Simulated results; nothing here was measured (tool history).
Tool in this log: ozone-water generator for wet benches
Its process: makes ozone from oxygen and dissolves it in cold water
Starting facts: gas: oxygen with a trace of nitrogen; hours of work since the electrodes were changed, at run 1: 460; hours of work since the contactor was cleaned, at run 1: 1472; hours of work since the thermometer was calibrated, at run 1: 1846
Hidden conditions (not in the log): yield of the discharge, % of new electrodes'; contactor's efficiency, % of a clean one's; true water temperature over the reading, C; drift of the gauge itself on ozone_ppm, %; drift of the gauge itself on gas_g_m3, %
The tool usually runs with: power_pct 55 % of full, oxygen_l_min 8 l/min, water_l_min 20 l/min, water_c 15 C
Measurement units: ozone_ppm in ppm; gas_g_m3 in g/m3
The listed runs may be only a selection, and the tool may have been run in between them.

run   hour  power_pct  oxygen_l_min  water_l_min  water_c  hours of work since the electrodes were changed  hours of work since the contactor was cleaned  hours of work since the thermometer was calibrated  ozone_ppm  gas_g_m3
  1      0         55             8           20       15                                              460                                           1472                                                1846       29.5     191.5
  2   24.1         55         11.02           20       15                                              480                                           1492                                                1866       29.9     171.5
  3   41.1         55          9.08           20       15                                              494                                           1506                                                1881       29.7     183.7
  4   70.1         55          9.08           20       15                                              518                                           1530                                                1905       29.3     183.1
  5   85.4         55          9.08           20       15                                              531                                           1543                                                1918       29.6     183.3
  6  100.3         55             8           20       15                                              543                                           1555                                                1930         29     190.5
  7  133.7         55             8           20       15                                              571                                           1583                                                1958       29.4     190.3
  8  165.5         55             8           20       15                                              598                                           1610                                                1984       29.1     191.3
  9  192.2         55             8           20       15                                              620                                           1632                                                2007       28.9     190.1
 10  222.1         55             8           20       15                                              645                                           1657                                                2032       29.3       190
 11  244.1         55             8           20       15                                              663                                           1675                                                2050       29.1     190.8
 12  271.6         55             8           20       15                                              686                                           1698                                                2073       29.4       192
 13    299         55             8           20       15                                              709                                           1721                                                2096         29     190.4
 14  320.1         55             8           20       15                                              727                                           1738                                                2113       29.2     190.6
 15  349.1         55             8           20       15                                              751                                           1763                                                2137       28.7     191.6
 16    379         55             8           20       15                                              776                                           1788                                                2162       29.1     191.6
 17    412         55          5.35           20       15                                              803                                           1815                                                2190       26.9     217.3
 18  425.7         55          5.35           20       15                                              815                                           1827                                                2201       27.1     216.3
 19  457.8         55          5.35           20       15                                              841                                           1853                                                2228       26.9     218.5
 20  483.1         59          5.35           18        9                                              862                                           1874                                                2249       33.9     230.3
 21  506.6         55             8           14       15                                              882                                           1894                                                2269       36.3     186.7
 22  521.7         87          7.06           28       18                                              895                                           1907                                                2281       30.6     287.4
 23  550.8         87          7.06           28       18                                              919                                           1931                                                2306       30.3     292.1
 24  564.8         55         12.51           14        8                                              931                                           1943                                                2317       42.4       164
 25  587.5         55          5.04           17        8                                              950                                           1961                                                2336         33     221.1
 26    604         55          4.14           17        8                                              963                                           1975                                                2350       31.3     236.4
 27  630.4         55          4.14           17        8                                              985                                           1997                                                2372       31.3     236.3
 28  658.3         55             8           20        7                                             1009                                           2021                                                2395         33     188.8
 29  680.9         55             8           20        7                                             1027                                           2039                                                2414       33.1     189.7
 30  713.6         55             8           21        8                                             1055                                           2067                                                2441       31.2     188.8
 31  741.8         55             8           21        8                                             1078                                           2090                                                2465       30.9     189.2
 32  772.7         55         11.21           12        8                                             1104                                           2116                                                2491       45.3     169.8

4 options for the next run, each taken on its own from the tool as it stands now. Forecast them:
  A  796.9         55         10.84           20       15                                             1124                                           2136                                                2511          ?         ?
  B  796.9         53         12.98           12       11                                             1124                                           2136                                                2511          ?         ?
  C  796.9         55         14.31           20       15                                             1124                                           2136                                                2511          ?         ?
  D  796.9         69          6.72           12       21                                             1124                                           2136                                                2511          ?         ?

run  ozone_ppm  gas_g_m3
  A       29.8     169.5
  B       41.5     157.1
  C       29.9     158.2
  D       41.4     241.9
Had the tool no hidden state, the same runs would have come out as:
run  ozone_ppm  gas_g_m3
  A       30.8     172.8
  B       42.8       160
  C         31     161.2
  D       42.8     247.7

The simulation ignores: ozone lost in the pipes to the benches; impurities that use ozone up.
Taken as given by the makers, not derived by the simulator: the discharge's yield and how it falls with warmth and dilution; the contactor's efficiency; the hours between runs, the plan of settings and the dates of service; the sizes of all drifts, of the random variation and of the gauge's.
